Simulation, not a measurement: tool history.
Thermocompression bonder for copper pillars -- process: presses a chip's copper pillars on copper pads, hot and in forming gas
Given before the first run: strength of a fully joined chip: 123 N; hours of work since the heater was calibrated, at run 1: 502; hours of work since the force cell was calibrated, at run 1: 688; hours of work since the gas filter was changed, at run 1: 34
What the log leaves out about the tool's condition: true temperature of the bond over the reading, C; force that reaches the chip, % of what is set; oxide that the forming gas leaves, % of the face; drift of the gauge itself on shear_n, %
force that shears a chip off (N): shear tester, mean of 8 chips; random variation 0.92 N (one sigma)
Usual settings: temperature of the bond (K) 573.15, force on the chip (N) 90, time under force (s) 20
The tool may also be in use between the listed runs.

run    hour  temperature of the bond (K)  force on the chip (N)  time under force (s)  hours of work since the heater was calibrated  hours of work since the force cell was calibrated  hours of work since the gas filter was changed  force that shears a chip off (N)
  1     0.0                       573.15                     90                    20                                            502                                                688                                              34                              91.6
  2    35.2                       573.15                     90                    20                                            517                                                702                                              49                              92.0
  3    63.3                       573.15                     90                    20                                            528                                                714                                              60                              90.1
  4   107.4                       573.15                     90                    20                                            546                                                732                                              79                              91.4
  5   138.7                       573.15                     90                    20                                            559                                                745                                              91                              91.2
  6   178.3                       573.15                     90                    20                                            575                                                761                                             108                              91.0
  7   215.9                       573.15                     90                    20                                            591                                                777                                             123                              91.3
  8   244.6                       573.15                     90                    20                                            603                                                788                                             135                              92.5
  9   279.7                       578.15                     90                    20                                            617                                                803                                             149                              93.1
 10   324.8                       578.15                     90                    20                                            636                                                821                                             168                              93.8
 11   365.1                       578.15                     90                    20                                            652                                                838                                             184                              94.7
 12   396.9                       578.15                     90                    20                                            665                                                851                                             197                              95.3
 13   428.1                       578.15                     90                    20                                            678                                                864                                             210                              95.8
 14   471.0                       573.15                     90                    20                                            696                                                881                                             228                              92.3
 15   496.0                       573.15                     74                    20                                            706                                                892                                             238                              84.2
 16   539.5                       573.15                     90                    20                                            724                                                909                                             256                              92.9
 17   559.3                       573.15                     90                    20                                            732                                                918                                             264                              90.6
 18   592.6                       573.15                     90                    20                                            746                                                931                                             278                              91.5
 19   625.7                       573.15                     90                    20                                            759                                                945                                             291                              92.7
 20   651.8                       573.15                     86                    20                                            770                                                956                                             302                              89.4
 21   672.9                       570.15                     76                    24                                            779                                                964                                             311                              88.7
 22   719.7                       599.15                     90                    11                                            798                                                983                                             330                              93.8
 23   750.9                       599.15                     62                    11                                            811                                                996                                             343                              81.6
 24   779.2                       566.15                     90                    23                                            822                                               1008                                             354                              90.2
 25   799.3                       553.15                     90                    51                                            830                                               1016                                             363                              96.8
 26   827.6                       553.15                     90                    51                                            842                                               1028                                             374                              98.0
 27   862.0                       593.15                     73                    21                                            856                                               1042                                             388                              95.8
 28   888.9                       593.15                     73                    21                                            867                                               1053                                             399                              97.7
 29   909.6                       544.15                     73                    21                                            876                                               1061                                             408                              67.2
      921.1  -- forming gas filter changed
 30   953.8                       546.15                     76                    38                                            894                                               1079                                              13                              83.1
 31   999.2                       602.15                     74                    30                                            912                                               1098                                              32                             107.4
 32  1020.3                       544.15                     96                    45                                            921                                               1107                                              41                              94.8
 33  1059.9                       544.15                     96                    45                                            937                                               1123                                              57                              92.8
 34  1089.5                       544.15                     56                    56                                            949                                               1135                                              69                              81.3
 35  1112.8                       573.15                     75                    20                                            959                                               1145                                              79                              85.3
 36  1154.4                       559.15                     90                    35                                            976                                               1162                                              96                              96.1
 37  1188.0                       559.15                     90                    35                                            990                                               1176                                             110                              92.9
 38  1217.5                       571.15                     78                    16                                           1002                                               1188                                             122                              80.2
     1232.5  -- heater calibrated with a thermocouple chip
 39  1252.9                       571.15                     78                    16                                              8                                               1201                                             135                              80.6
 40  1284.7                       563.15                     87                    34                                             21                                               1214                                             148                              96.8

4 ways to go on from here, each from the tool as it stands after run 40. What would each give?
  A  1324.6                       570.15                     84                    12                                             38                                               1231                                             165                                 ?
  B  1324.6                       601.15                    122                    13                                             38                                               1231                                             165                                 ?
  C  1324.6                       573.15                    123                    20                                             38                                               1231                                             165                                 ?
  D  1324.6                       557.15                     84                    15                                             38                                               1231                                             165                                 ?

run  force that shears a chip off (N)
  A                              75.4
  B                             105.8
  C                              99.8
  D                              72.8
Had the tool no hidden state, the same runs would have come out as:
run  force that shears a chip off (N)
  A                              75.6
  B                             106.1
  C                             100.0
  D                              73.0
